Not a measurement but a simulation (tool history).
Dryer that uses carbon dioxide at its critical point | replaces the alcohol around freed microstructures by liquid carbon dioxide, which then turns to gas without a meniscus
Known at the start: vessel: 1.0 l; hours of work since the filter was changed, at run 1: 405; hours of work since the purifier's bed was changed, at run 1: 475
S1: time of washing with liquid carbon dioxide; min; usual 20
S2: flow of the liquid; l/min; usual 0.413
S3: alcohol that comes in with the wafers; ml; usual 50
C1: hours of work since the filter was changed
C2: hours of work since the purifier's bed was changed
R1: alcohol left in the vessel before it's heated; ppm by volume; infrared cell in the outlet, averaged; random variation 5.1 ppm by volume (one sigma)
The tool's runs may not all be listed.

run	day	S1	S2	S3	C1	C2	R1
1	0	20	0.413	50	405	475	246
2	1.388	20	0.413	50	428	498	264
3	3.1	20	0.413	50	457	527	261
4	4.721	20	0.413	74	484	554	332
5	6.267	20	0.599	50	510	579	184
6	7.762	20	0.352	50	535	604	495
7	9.688	20	0.257	50	567	637	1520
# day 10.858: inlet filter changed
8	11.292	20	0.413	50	7	663	266
9	13.133	20	0.413	50	38	693	282
10	14.238	20	0.413	50	56	712	284
11	15.796	20	0.413	50	82	738	302
12	16.85	20	0.464	50	100	755	257
13	18.504	20	0.464	50	128	783	258
14	19.529	20	0.464	50	145	800	263
15	21.654	20	0.64	42	180	836	243
16	23.442	22	0.574	50	210	866	267
# day 24.538: purifier's bed changed
17	25.308	18	0.313	48	239	13	704
18	26.612	23	0.286	92	261	35	692

The next listed run, before its measurement:
19	28.604	23	0.286	92	294	68	?

{"run 19": {"R1": 724}}
Without the tool's hidden state the same run would have given R1 546 ppm by volume.
